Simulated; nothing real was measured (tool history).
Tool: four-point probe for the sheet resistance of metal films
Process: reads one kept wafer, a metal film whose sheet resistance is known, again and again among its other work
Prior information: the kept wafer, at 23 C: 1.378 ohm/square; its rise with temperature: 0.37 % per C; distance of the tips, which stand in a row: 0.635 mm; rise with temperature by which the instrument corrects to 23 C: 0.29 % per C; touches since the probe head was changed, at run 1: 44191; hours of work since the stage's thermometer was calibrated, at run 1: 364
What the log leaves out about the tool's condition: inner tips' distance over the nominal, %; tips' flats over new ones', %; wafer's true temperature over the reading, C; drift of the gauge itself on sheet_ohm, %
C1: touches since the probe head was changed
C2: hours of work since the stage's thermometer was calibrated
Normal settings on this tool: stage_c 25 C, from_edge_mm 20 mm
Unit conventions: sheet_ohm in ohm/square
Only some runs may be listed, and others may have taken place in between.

run 1 hour=0.0 | stage_c=25 from_edge_mm=20 | C1=44191 C2=364 | sheet_ohm=1.385365
run 2 hour=44.5 | stage_c=25 from_edge_mm=20 | C1=45191 C2=387 | sheet_ohm=1.385410
run 3 hour=89.3 | stage_c=25 from_edge_mm=20 | C1=46199 C2=410 | sheet_ohm=1.385744
run 4 hour=134.3 | stage_c=19 from_edge_mm=20 | C1=47211 C2=433 | sheet_ohm=1.379769
run 5 hour=158.6 | stage_c=25 from_edge_mm=20 | C1=47756 C2=446 | sheet_ohm=1.385978
run 6 hour=196.2 | stage_c=25 from_edge_mm=25 | C1=48602 C2=465 | sheet_ohm=1.385506
run 7 hour=215.3 | stage_c=26 from_edge_mm=11 | C1=49032 C2=475 | sheet_ohm=1.388684
run 8 hour=234.3 | stage_c=28 from_edge_mm=3 | C1=49459 C2=485 | sheet_ohm=1.421070
run 9 hour=267.0 | stage_c=32 from_edge_mm=3 | C1=50194 C2=502 | sheet_ohm=1.424729
run 10 hour=305.4 | stage_c=21 from_edge_mm=7 | C1=51057 C2=522 | sheet_ohm=1.386891
run 11 hour=324.6 | stage_c=19 from_edge_mm=5 | C1=51489 C2=532 | sheet_ohm=1.390231

Pick out some run-to-run changes in sheet_ohm. Of each, how much would a tool without hidden state show as well, from the settings, what came in and chance, and how much is left for the hidden state and any gauge scatter not in both results compared?
Run 9 -> 10: stage_c 32 -> 21, from_edge_mm 3 -> 7. sheet_ohm -0.037838 ohm/square: hidden state -0.000136, all else -0.037702.
